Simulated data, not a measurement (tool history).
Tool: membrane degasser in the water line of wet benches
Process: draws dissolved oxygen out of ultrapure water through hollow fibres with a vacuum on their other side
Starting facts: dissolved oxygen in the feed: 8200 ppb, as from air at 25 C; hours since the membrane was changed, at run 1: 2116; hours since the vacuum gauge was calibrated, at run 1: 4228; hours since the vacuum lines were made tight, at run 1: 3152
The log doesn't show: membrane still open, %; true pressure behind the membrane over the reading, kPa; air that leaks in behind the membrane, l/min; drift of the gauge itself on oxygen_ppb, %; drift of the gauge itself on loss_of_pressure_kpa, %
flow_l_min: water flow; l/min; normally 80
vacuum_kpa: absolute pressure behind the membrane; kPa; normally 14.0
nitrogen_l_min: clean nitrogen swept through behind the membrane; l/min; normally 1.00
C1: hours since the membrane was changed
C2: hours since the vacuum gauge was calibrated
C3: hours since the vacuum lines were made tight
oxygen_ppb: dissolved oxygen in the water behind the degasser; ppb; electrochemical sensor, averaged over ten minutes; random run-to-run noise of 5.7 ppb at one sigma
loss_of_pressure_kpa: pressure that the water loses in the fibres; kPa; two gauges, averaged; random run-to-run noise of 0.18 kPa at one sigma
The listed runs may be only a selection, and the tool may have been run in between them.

{"run": 1, "day": 0.0, "flow_l_min": 80, "vacuum_kpa": 14.0, "nitrogen_l_min": 1.0, "C1": 2116, "C2": 4228, "C3": 3152, "oxygen_ppb": 1300.3, "loss_of_pressure_kpa": 32.9}
{"run": 2, "day": 4.55, "flow_l_min": 80, "vacuum_kpa": 14.0, "nitrogen_l_min": 1.0, "C1": 2225, "C2": 4337, "C3": 3261, "oxygen_ppb": 1305.9, "loss_of_pressure_kpa": 32.84}
{"run": 3, "day": 8.425, "flow_l_min": 80, "vacuum_kpa": 14.0, "nitrogen_l_min": 2.4, "C1": 2318, "C2": 4430, "C3": 3354, "oxygen_ppb": 707.0, "loss_of_pressure_kpa": 32.88}
{"run": 4, "day": 12.154, "flow_l_min": 80, "vacuum_kpa": 14.0, "nitrogen_l_min": 1.75, "C1": 2408, "C2": 4520, "C3": 3444, "oxygen_ppb": 898.9, "loss_of_pressure_kpa": 33.11}
{"run": 5, "day": 15.596, "flow_l_min": 80, "vacuum_kpa": 14.0, "nitrogen_l_min": 1.75, "C1": 2491, "C2": 4602, "C3": 3526, "oxygen_ppb": 897.6, "loss_of_pressure_kpa": 33.22}
{"run": 6, "day": 20.196, "flow_l_min": 80, "vacuum_kpa": 14.0, "nitrogen_l_min": 1.75, "C1": 2601, "C2": 4713, "C3": 3637, "oxygen_ppb": 898.6, "loss_of_pressure_kpa": 32.7}
{"run": 7, "day": 22.95, "flow_l_min": 80, "vacuum_kpa": 14.0, "nitrogen_l_min": 1.75, "C1": 2667, "C2": 4779, "C3": 3703, "oxygen_ppb": 902.6, "loss_of_pressure_kpa": 33.35}
{"run": 8, "day": 27.038, "flow_l_min": 80, "vacuum_kpa": 14.0, "nitrogen_l_min": 1.75, "C1": 2765, "C2": 4877, "C3": 3801, "oxygen_ppb": 892.9, "loss_of_pressure_kpa": 32.89}
{"run": 9, "day": 29.804, "flow_l_min": 80, "vacuum_kpa": 14.5, "nitrogen_l_min": 1.0, "C1": 2832, "C2": 4943, "C3": 3867, "oxygen_ppb": 1351.0, "loss_of_pressure_kpa": 33.22}
{"run": 10, "day": 34.254, "flow_l_min": 80, "vacuum_kpa": 14.5, "nitrogen_l_min": 1.0, "C1": 2938, "C2": 5050, "C3": 3974, "oxygen_ppb": 1348.2, "loss_of_pressure_kpa": 33.14}
{"run": 11, "day": 38.088, "flow_l_min": 80, "vacuum_kpa": 14.5, "nitrogen_l_min": 0.9, "C1": 3030, "C2": 5142, "C3": 4066, "oxygen_ppb": 1432.2, "loss_of_pressure_kpa": 33.19}
{"run": 12, "day": 42.175, "flow_l_min": 80, "vacuum_kpa": 14.0, "nitrogen_l_min": 1.0, "C1": 3128, "C2": 5240, "C3": 4164, "oxygen_ppb": 1309.9, "loss_of_pressure_kpa": 33.53}
{"run": 13, "day": 46.65, "flow_l_min": 80, "vacuum_kpa": 14.0, "nitrogen_l_min": 1.0, "C1": 3236, "C2": 5348, "C3": 4272, "oxygen_ppb": 1300.7, "loss_of_pressure_kpa": 33.58}
{"run": 14, "day": 50.471, "flow_l_min": 54, "vacuum_kpa": 9.0, "nitrogen_l_min": 1.0, "C1": 3328, "C2": 5439, "C3": 4363, "oxygen_ppb": 561.7, "loss_of_pressure_kpa": 22.48}
{"run": 15, "day": 55.108, "flow_l_min": 54, "vacuum_kpa": 9.0, "nitrogen_l_min": 1.0, "C1": 3439, "C2": 5551, "C3": 4475, "oxygen_ppb": 567.0, "loss_of_pressure_kpa": 22.59}
{"run": 16, "day": 57.604, "flow_l_min": 54, "vacuum_kpa": 22.7, "nitrogen_l_min": 2.23, "C1": 3499, "C2": 5610, "C3": 4535, "oxygen_ppb": 935.8, "loss_of_pressure_kpa": 22.85}

Run 17, settings as shown, results not yet in. Your forecast:
{"run": 17, "day": 62.492, "flow_l_min": 80, "vacuum_kpa": 27.1, "nitrogen_l_min": 1.0, "C1": 3616, "C2": 5728, "C3": 4652, "oxygen_ppb": "?", "loss_of_pressure_kpa": "?"}

{"run 17": {"oxygen_ppb": 2490.4, "loss_of_pressure_kpa": 33.49}}
With the hidden condition absent and the run-to-run variation left alone, this run would have shown oxygen_ppb 2490.1 ppb, loss_of_pressure_kpa 32.78 kPa.
